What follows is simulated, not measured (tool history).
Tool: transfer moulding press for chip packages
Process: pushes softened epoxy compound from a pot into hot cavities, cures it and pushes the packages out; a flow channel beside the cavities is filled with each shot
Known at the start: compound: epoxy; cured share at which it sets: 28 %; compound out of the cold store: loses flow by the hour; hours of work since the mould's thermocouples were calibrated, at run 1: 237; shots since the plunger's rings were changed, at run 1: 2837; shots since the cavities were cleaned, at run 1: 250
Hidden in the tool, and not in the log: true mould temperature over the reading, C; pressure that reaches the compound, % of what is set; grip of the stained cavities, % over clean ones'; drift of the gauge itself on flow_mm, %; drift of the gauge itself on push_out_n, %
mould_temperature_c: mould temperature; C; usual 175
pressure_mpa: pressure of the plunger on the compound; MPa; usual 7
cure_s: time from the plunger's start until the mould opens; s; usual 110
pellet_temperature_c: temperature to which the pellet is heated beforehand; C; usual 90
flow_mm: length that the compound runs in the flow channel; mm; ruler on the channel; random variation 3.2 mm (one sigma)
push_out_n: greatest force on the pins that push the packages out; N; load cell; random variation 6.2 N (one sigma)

run	hour	mould_temperature_c	pressure_mpa	cure_s	pellet_temperature_c	hours of work since the mould's thermocouples were calibrated	shots since the plunger's rings were changed	shots since the cavities were cleaned	incoming compound's hours out of the cold store	flow_mm	push_out_n
1	0	175	7	110	90	237	2837	250	38.4	676	242
2	15	175	6.23	110	90	244	2950	363	32.7	661	236
3	27.8	175	6.23	110	90	250	3047	460	27	688	243
# hour 31.1: cavities cleaned with cleaning compound and waxed
4	38.2	175	6.23	110	90	254	3115	54	33.9	663	219
5	47.9	175	6.23	110	90	259	3189	128	14.1	733	233
6	64	175	6.23	110	90	266	3310	249	19.1	706	236
7	77.9	181	7	110	90	273	3416	355	9.4	771	188
# hour 95.3: cavities cleaned with cleaning compound and waxed
8	97.6	181	7	110	90	282	3554	17	41.3	655	188
9	109.8	175	7	110	90	287	3646	109	11.9	774	246
10	127.6	175	7	115	90	296	3781	244	35.6	692	203
11	140.7	175	7	118	90	302	3881	344	38.1	685	199
12	153.9	175	7	118	90	308	3981	444	34.6	694	210
# hour 159: cavities cleaned with cleaning compound and waxed
13	166.7	175	7	118	90	314	4066	58	26.2	727	217
14	174.9	175	7	110	90	318	4129	121	35.9	688	231
# hour 190: plunger's sealing rings changed
15	191.8	175	6.54	117	98	325	14	230	18.3	734	208
16	207.8	175	6.54	117	98	332	135	351	29.4	687	201
17	223.3	176	6.09	117	100	339	253	469	9.2	738	202
# hour 226.4: cavities cleaned with cleaning compound and waxed
18	236.2	168	6.88	98	81	345	339	75	10.2	809	526
19	244.2	178	5.49	110	90	349	399	135	40.1	590	209
20	259.3	178	8.36	136	84	356	514	250	21.3	805	169
21	269.1	178	8.36	136	84	361	589	325	30.1	771	164
22	281.9	180	6.85	139	83	367	686	422	47.7	632	177
# hour 290: cavities cleaned with cleaning compound and waxed
23	292.1	180	6.85	102	85	371	752	16	22.4	719	220
24	301.9	180	6.85	102	85	375	826	90	10.2	768	217
25	316.7	173	6.17	93	85	382	938	202	24.8	690	391
26	324.2	175	7	117	90	386	995	259	34.3	700	211
27	340.7	181	6.46	108	90	394	1120	384	20.2	706	195
# hour 354.1: cavities cleaned with cleaning compound and waxed
28	354.4	175	5.4	110	90	400	1212	2	34.6	610	225

Hidden state at the last listed run before each entry between runs and at the first one after, where it differs:
Between runs 3 and 4: cavities cleaned with cleaning compound and waxed (hour 31.1)
  grip of the stained cavities, % over clean ones': 0.8 -> 0.1
Between runs 7 and 8: cavities cleaned with cleaning compound and waxed (hour 95.3)
  true mould temperature over the reading, C: 0.01 -> 0.02; grip of the stained cavities, % over clean ones': 0.6 -> 0
Between runs 12 and 13: cavities cleaned with cleaning compound and waxed (hour 159)
  grip of the stained cavities, % over clean ones': 0.7 -> 0.1
Between runs 14 and 15: plunger's sealing rings changed (hour 190)
  pressure that reaches the compound, % of what is set: 99.92 -> 100; grip of the stained cavities, % over clean ones': 0.3 -> 0.4
Between runs 17 and 18: cavities cleaned with cleaning compound and waxed (hour 226.4)
  grip of the stained cavities, % over clean ones': 0.8 -> 0.2
Between runs 22 and 23: cavities cleaned with cleaning compound and waxed (hour 290)
  grip of the stained cavities, % over clean ones': 0.7 -> 0
Between runs 27 and 28: cavities cleaned with cleaning compound and waxed (hour 354.1)
  pressure that reaches the compound, % of what is set: 99.98 -> 99.97; grip of the stained cavities, % over clean ones': 0.6 -> 0
